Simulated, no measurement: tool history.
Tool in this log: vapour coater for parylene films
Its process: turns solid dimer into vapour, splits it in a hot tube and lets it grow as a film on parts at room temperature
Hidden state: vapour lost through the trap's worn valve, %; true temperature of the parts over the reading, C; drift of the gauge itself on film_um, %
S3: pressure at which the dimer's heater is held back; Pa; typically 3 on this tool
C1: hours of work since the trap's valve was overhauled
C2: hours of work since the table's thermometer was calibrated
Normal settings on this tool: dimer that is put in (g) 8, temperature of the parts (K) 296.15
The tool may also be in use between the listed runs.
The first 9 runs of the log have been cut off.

{"run": 10, "hour": 250.0, "dimer that is put in (g)": 10, "temperature of the parts (K)": 297.15, "S3": 3, "C1": 392, "C2": 255, "thickness of the film (um)": 4.98}
{"run": 11, "hour": 286.8, "dimer that is put in (g)": 8, "temperature of the parts (K)": 296.15, "S3": 5.8, "C1": 414, "C2": 276, "thickness of the film (um)": 3.98}
{"run": 12, "hour": 322.7, "dimer that is put in (g)": 8, "temperature of the parts (K)": 296.15, "S3": 11.1, "C1": 435, "C2": 297, "thickness of the film (um)": 3.81}
{"run": 13, "hour": 347.1, "dimer that is put in (g)": 8, "temperature of the parts (K)": 296.15, "S3": 11.1, "C1": 449, "C2": 312, "thickness of the film (um)": 3.88}
{"run": 14, "hour": 373.5, "dimer that is put in (g)": 10, "temperature of the parts (K)": 296.15, "S3": 3, "C1": 464, "C2": 327, "thickness of the film (um)": 5.14}
{"run": 15, "hour": 406.4, "dimer that is put in (g)": 7, "temperature of the parts (K)": 296.15, "S3": 3, "C1": 484, "C2": 346, "thickness of the film (um)": 3.59}
{"run": 16, "hour": 425.5, "dimer that is put in (g)": 7, "temperature of the parts (K)": 296.15, "S3": 3, "C1": 495, "C2": 357, "thickness of the film (um)": 3.58}
{"run": 17, "hour": 458.8, "dimer that is put in (g)": 8, "temperature of the parts (K)": 296.15, "S3": 3, "C1": 514, "C2": 377, "thickness of the film (um)": 4}
{"run": 18, "hour": 476.0, "dimer that is put in (g)": 8, "temperature of the parts (K)": 296.15, "S3": 3, "C1": 524, "C2": 387, "thickness of the film (um)": 4.06}
{"run": 19, "hour": 495.4, "dimer that is put in (g)": 8, "temperature of the parts (K)": 296.15, "S3": 3, "C1": 536, "C2": 398, "thickness of the film (um)": 4.09}
{"hour": 510.8, "done": "trap's valve overhauled"}
{"run": 20, "hour": 530.9, "dimer that is put in (g)": 8, "temperature of the parts (K)": 296.15, "S3": 3, "C1": 12, "C2": 417, "thickness of the film (um)": 4.46}
{"run": 21, "hour": 550.4, "dimer that is put in (g)": 8, "temperature of the parts (K)": 296.15, "S3": 3, "C1": 23, "C2": 428, "thickness of the film (um)": 4.25}
{"run": 22, "hour": 577.5, "dimer that is put in (g)": 9, "temperature of the parts (K)": 296.15, "S3": 3, "C1": 39, "C2": 444, "thickness of the film (um)": 4.89}
{"run": 23, "hour": 610.4, "dimer that is put in (g)": 8, "temperature of the parts (K)": 296.15, "S3": 3, "C1": 58, "C2": 463, "thickness of the film (um)": 4.31}
{"run": 24, "hour": 635.1, "dimer that is put in (g)": 8, "temperature of the parts (K)": 296.15, "S3": 8.03, "C1": 73, "C2": 477, "thickness of the film (um)": 4.09}
{"run": 25, "hour": 674.1, "dimer that is put in (g)": 3, "temperature of the parts (K)": 293.15, "S3": 6.41, "C1": 95, "C2": 500, "thickness of the film (um)": 1.78}
{"run": 26, "hour": 707.7, "dimer that is put in (g)": 3, "temperature of the parts (K)": 293.15, "S3": 6.41, "C1": 115, "C2": 520, "thickness of the film (um)": 1.73}
{"run": 27, "hour": 745.8, "dimer that is put in (g)": 4, "temperature of the parts (K)": 290.15, "S3": 4.9, "C1": 137, "C2": 542, "thickness of the film (um)": 2.62}
{"run": 28, "hour": 788.0, "dimer that is put in (g)": 8, "temperature of the parts (K)": 306.15, "S3": 4.51, "C1": 162, "C2": 567, "thickness of the film (um)": 2.81}
{"run": 29, "hour": 819.1, "dimer that is put in (g)": 8, "temperature of the parts (K)": 306.15, "S3": 4.51, "C1": 180, "C2": 585, "thickness of the film (um)": 2.81}
{"run": 30, "hour": 857.2, "dimer that is put in (g)": 8, "temperature of the parts (K)": 306.15, "S3": 4.51, "C1": 202, "C2": 607, "thickness of the film (um)": 2.85}

The next listed run, before its measurement:
{"run": 31, "hour": 879.2, "dimer that is put in (g)": 7, "temperature of the parts (K)": 307.15, "S3": 2.2, "C1": 215, "C2": 620, "thickness of the film (um)": "?"}

{"run 31": {"thickness of the film (um)": 2.47}}
Minus the tool's unlogged condition, the same run would have read thickness of the film (um) 2.6.
